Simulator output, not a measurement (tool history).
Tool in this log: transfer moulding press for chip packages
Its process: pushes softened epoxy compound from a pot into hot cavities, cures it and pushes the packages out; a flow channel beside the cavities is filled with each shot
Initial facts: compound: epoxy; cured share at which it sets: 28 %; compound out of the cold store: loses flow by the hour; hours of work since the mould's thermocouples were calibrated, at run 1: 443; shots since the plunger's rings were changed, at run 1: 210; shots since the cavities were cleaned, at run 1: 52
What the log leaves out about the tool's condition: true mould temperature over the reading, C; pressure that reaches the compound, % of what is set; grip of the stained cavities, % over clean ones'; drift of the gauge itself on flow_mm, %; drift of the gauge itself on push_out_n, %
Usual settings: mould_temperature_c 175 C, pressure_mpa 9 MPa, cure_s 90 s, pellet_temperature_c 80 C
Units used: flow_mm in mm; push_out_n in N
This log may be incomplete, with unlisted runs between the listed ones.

run   hour  mould_temperature_c  pressure_mpa  cure_s  pellet_temperature_c  hours of work since the mould's thermocouples were calibrated  shots since the plunger's rings were changed  shots since the cavities were cleaned  incoming compound's hours out of the cold store  flow_mm  push_out_n
  1      0                  175             9      90                    80                                                            443                                           210                                     52                                             26.1      783         209
  2   14.8                  175             9      90                    80                                                            454                                           459                                    301                                             45.2      686         221
  3   23.8                  175             9      90                    80                                                            462                                           611                                    453                                             21.1      813         265
  4   31.5                  175             9      90                    88                                                            468                                           739                                    581                                             11.4      847         283
      37.5  -- cavities cleaned with cleaning compound and waxed
  5   47.4                  175             9      90                    88                                                            479                                           982                                    167                                             34.8      731         228
  6   63.9                  175             9      90                    88                                                            492                                          1258                                    443                                             11.5      853         261
      77.5  -- cavities cleaned with cleaning compound and waxed
  7   77.6                  175             9      90                    88                                                            502                                          1463                                      1                                             34.2      730         202
  8     86                  175             9      90                    80                                                            508                                          1606                                    144                                             26.4      766         226
  9   99.4                  170             9      90                    80                                                            519                                          1830                                    368                                             16.5      817         343
 10  109.3                  183             9      90                    80                                                            527                                          1997                                    535                                             35.6      709         214
       117  -- cavities cleaned with cleaning compound and waxed
 11  118.9                  175             9      90                    80                                                            533                                          2133                                     32                                             43.1      674         205
 12  128.9                  175             9      90                    80                                                            541                                          2301                                    200                                             47.3      652         224
 13  142.1                  177          8.51      90                    80                                                            552                                          2523                                    422                                             38.3      672         234
     146.4  -- plunger's sealing rings changed
     159.4  -- cavities cleaned with cleaning compound and waxed
 14  162.2                  175             9     108                    80                                                            564                                           242                                     49                                             32.7      756         176
 15  172.2                  175         10.15     122                    80                                                            572                                           409                                    216                                             24.6      846         175
 16    185                  169          8.01     101                    80                                                            582                                           624                                    431                                             33.6      708         272
     188.4  -- mould's thermocouples calibrated
     201.3  -- cavities cleaned with cleaning compound and waxed
 17    203                  169          8.01     101                    87                                                             10                                           868                                     29                                             46.8      635         210
 18  211.1                  169          8.01     101                    87                                                             17                                          1004                                    165                                             39.4      679         234
 19  222.9                  175         10.29      90                    80                                                             26                                          1203                                    364                                              8.9      929         261
 20  237.6                  175         10.29      90                    80                                                             38                                          1450                                    611                                             30.2      796         264
     240.5  -- mould's thermocouples calibrated, once more
       243  -- cavities cleaned with cleaning compound and waxed
 21    258                  175          9.85     114                    78                                                             13                                          1734                                    253                                             24.1      802         190
 22  269.4                  179          8.28     114                    78                                                             22                                          1926                                    445                                             45.2      634         200
     282.9  -- cavities cleaned with cleaning compound and waxed
 23    286                  179          8.28     114                    78                                                             34                                          2179                                     51                                             45.4      643         151
 24  296.1                  179          8.28     114                    78                                                             42                                          2349                                    221                                               38      649         177

Consider 3 possible next runs. They are alternatives, not a sequence: every one starts from the tool as it was left by run 24. What does each give?
  A  304.3                  176             9     101                    83                                                             48                                          2487                                    359                                             45.8        ?           ?
  B  304.3                  179          8.28     114                    76                                                             48                                          2487                                    359                                             28.8        ?           ?
  C  304.3                  179          8.28     112                    78                                                             48                                          2487                                    359                                             19.4        ?           ?

run  flow_mm  push_out_n
  A      661         210
  B      717         188
  C      767         183
Without the tool's unlogged condition, the same runs would have read:
run  flow_mm  push_out_n
  A      692         172
  B      751         153
  C      803         148
